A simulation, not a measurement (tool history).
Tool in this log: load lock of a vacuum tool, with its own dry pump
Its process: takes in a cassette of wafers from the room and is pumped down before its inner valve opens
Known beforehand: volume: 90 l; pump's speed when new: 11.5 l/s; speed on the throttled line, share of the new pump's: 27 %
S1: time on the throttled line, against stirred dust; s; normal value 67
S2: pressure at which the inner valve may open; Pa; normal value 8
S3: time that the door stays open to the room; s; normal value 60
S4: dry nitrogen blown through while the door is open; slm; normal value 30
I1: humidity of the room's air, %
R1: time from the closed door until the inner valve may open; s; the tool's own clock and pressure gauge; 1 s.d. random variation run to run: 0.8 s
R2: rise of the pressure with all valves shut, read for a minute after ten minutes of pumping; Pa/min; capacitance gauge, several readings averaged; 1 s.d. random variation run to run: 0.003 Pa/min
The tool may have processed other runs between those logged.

run    hour   S1  S2   S3  S4    I1     R1     R2
  1     0.0   67   8   60  30  42.0  137.2  0.223
  2   185.8   67   8   60  30  44.1  137.3  0.235
  3   307.3   67   8   60  30  45.0  137.2  0.238
  4   489.7   67   8   60  30  43.1  137.2  0.249
  5   729.1   67   8   60  30  39.0  138.2  0.261
  6   871.8   67   8   60  30  43.2  138.6  0.272
  7  1061.4   67   8   60  30  47.2  138.8  0.289
  8  1299.5   67   8   60  30  44.4  139.4  0.300
  9  1511.0   67   8   60  30  46.3  139.1  0.311
 10  1724.6   67   8   60  30  47.7  139.6  0.320
 11  1873.1   67   8   60  30  44.8  141.4  0.328
 12  2034.5   67   8   60  30  44.8  141.0  0.341
 13  2287.4   67   8   60  30  47.6  143.7  0.363
 14  2474.0   67   8   60  30  49.8  142.5  0.370
 15  2604.4   67   8   60  30  44.0  142.3  0.367
 16  2762.2   67   8   60  30  45.6  142.1  0.388
 17  2981.0   67  14   60  30  45.9  136.2  0.408
     3182.4  -- dry pump taken out, an overhauled one fitted
 18  3219.5   67  14   60  30  46.4  118.0  0.414
 19  3395.8   67  16   45  30  47.0  117.1  0.417
 20  3600.1   67  13  238  18  47.1  119.3  0.475
 21  3736.9   37   8   60  25  46.6  102.6  0.455
 22  3889.5   37   8   60  25  42.1  102.4  0.448
 23  4115.6   72   8   57  21  46.5  128.0  0.479
     4375.7  -- door's seal changed, seat wiped
 24  4404.8  110   8   60  30  44.1  155.1  0.021
 25  4608.6  110   8   60  30  45.1  156.3  0.024
 26  4778.8   67  10  228  30  47.7  122.4  0.051
 27  4907.1   45   8   47  30  46.9  109.5  0.036
 28  5097.8   80   8   96   9  45.6  134.4  0.060
 29  5377.7   67  13   60  30  46.9  121.0  0.038
 30  5656.6   67  13   60  30  41.8  121.5  0.044
 31  5826.3   67  13   60  36  44.7  123.7  0.041
 32  6077.0   67   7   91  30  43.4  128.6  0.058
 33  6321.3   67   8   48  30  45.2  127.9  0.064
 34  6502.5   67   8  160   4  44.6  129.5  0.104
 35  6760.2   67   8  160   4  44.2  128.7  0.112
 36  6902.2  116   6   82  41  48.4  166.7  0.070

3 ways to go on from here, each from the tool as it stands after run 36. What would each give?
  A  7078.2  116   6  201  11  48.6   ?   ?
  B  7078.2  116   6   82  10  44.8   ?   ?
  C  7078.2  116   6   28  19  49.0   ?   ?

run     R1     R2
  A  164.3  0.113
  B  164.2  0.094
  C  164.7  0.075
Had the tool no hidden state, the same runs would have come out as:
run     R1     R2
  A  160.3  0.062
  B  160.1  0.043
  C  160.6  0.023

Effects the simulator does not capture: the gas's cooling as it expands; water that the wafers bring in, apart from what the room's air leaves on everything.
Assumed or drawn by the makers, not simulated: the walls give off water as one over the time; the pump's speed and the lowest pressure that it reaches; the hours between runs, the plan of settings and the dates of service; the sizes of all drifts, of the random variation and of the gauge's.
